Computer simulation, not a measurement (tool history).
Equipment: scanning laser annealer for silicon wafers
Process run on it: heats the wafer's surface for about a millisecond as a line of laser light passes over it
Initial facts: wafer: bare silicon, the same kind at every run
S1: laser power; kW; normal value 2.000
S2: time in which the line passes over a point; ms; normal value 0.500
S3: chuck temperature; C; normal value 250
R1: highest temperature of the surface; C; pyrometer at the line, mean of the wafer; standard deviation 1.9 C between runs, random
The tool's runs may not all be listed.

| run | hour | S1 | S2 | S3 | R1 |
|---|---|---|---|---|---|
| 1 | 0.0 | 2.000 | 0.500 | 250 | 1070 |
| 2 | 8.2 | 2.000 | 0.500 | 250 | 1070 |
| 3 | 14.6 | 2.000 | 0.500 | 259 | 1077 |
| 4 | 19.8 | 2.000 | 0.500 | 259 | 1081 |
| 5 | 27.7 | 2.000 | 0.500 | 259 | 1079 |
| 6 | 37.3 | 2.000 | 0.500 | 250 | 1070 |
| 7 | 43.0 | 2.000 | 0.500 | 250 | 1068 |
| 8 | 52.1 | 2.000 | 0.500 | 250 | 1069 |
| 9 | 57.2 | 2.000 | 0.500 | 250 | 1066 |
| 10 | 66.1 | 2.000 | 0.500 | 250 | 1066 |
| 11 | 77.9 | 2.000 | 0.500 | 250 | 1065 |
| 12 | 85.8 | 1.843 | 0.500 | 250 | 983 |
| 13 | 95.3 | 2.000 | 0.383 | 250 | 977 |
| 14 | 103.2 | 1.854 | 0.428 | 269 | 961 |
| 15 | 112.5 | 1.854 | 0.428 | 269 | 959 |
| 16 | 119.6 | 1.854 | 0.428 | 269 | 963 |
| 17 | 130.2 | 1.701 | 0.500 | 224 | 885 |
| 18 | 140.8 | 2.125 | 0.363 | 224 | 988 |
| 19 | 148.7 | 1.888 | 0.363 | 215 | 875 |
| 20 | 154.1 | 1.833 | 0.425 | 215 | 894 |
| 21 | 161.0 | 2.062 | 0.425 | 215 | 1006 |
| 22 | 170.7 | 2.062 | 0.425 | 215 | 1004 |
| 23 | 181.1 | 1.773 | 0.425 | 215 | 863 |
| 24 | 185.9 | 2.000 | 0.428 | 214 | 969 |
| 25 | 194.0 | 1.769 | 0.415 | 250 | 891 |

Forecast each of these 3 alternatives for the next run:
| A | 200.9 | 2.148 | 0.584 | 282 | ? |
| B | 200.9 | 1.907 | 0.372 | 218 | ? |
| C | 200.9 | 1.798 | 0.367 | 227 | ? |

| run | R1 |
|---|---|
| A | 1227 |
| B | 891 |
| C | 845 |
Without the tool's hidden state the same runs would have given:
| run | R1 |
|---|---|
| A | 1264 |
| B | 918 |
| C | 870 |
